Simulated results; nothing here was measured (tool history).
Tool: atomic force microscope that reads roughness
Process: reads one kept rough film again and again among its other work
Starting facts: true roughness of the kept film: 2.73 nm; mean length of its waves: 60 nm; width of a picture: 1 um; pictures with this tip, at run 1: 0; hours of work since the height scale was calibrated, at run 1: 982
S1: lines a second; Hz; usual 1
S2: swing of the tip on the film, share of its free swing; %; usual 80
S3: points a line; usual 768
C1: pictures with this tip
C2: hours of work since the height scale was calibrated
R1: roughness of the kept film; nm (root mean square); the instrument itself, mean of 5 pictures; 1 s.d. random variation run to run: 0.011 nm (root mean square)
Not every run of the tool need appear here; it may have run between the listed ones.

run     day    S1  S2   S3   C1    C2     R1
  1       0     1  80  768    0   982  2.455
  2   1.233     1  80  645   43   996  2.449
  3   2.921     1  80  801  102  1016  2.422
  4   5.921     1  80  801  208  1050  2.382
  5   7.158     1  80  801  251  1065  2.384
  6   8.867     1  80  801  311  1085  2.372
     10.571  -- new tip fitted
  7  10.796     1  80  801    8  1107  2.454
     10.971  -- height scale calibrated on a step standard
  8  12.333  0.71  80  801   61    16  2.489
  9  13.575  2.42  76  485  104    30  2.222
 10  16.442  3.16  80  506  205    63  2.019
 11  18.758  1.96  60  318  287    90  2.441
     19.533  -- height scale calibrated on a step standard, once more
     21.246  -- new tip fitted
 12  21.271  1.96  75  724    1    20  2.358
 13  23.708  1.96  75  724   86    48  2.357
 14  25.383  1.96  75  438  145    67  2.342
 15  27.108  3.57  82  438  206    87  1.942

Here are 3 independent what-if runs from the current tool condition. What would each one return?
  A  29.733  0.93  80  274  298  118   ?
  B  29.733  3.57  82  744  298  118   ?
  C  29.733  1.46  82  438  298  118   ?

run     R1
  A  2.413
  B  1.938
  C  2.284
Without the tool's hidden state the same runs would have given:
run     R1
  A  2.484
  B  1.996
  C  2.351
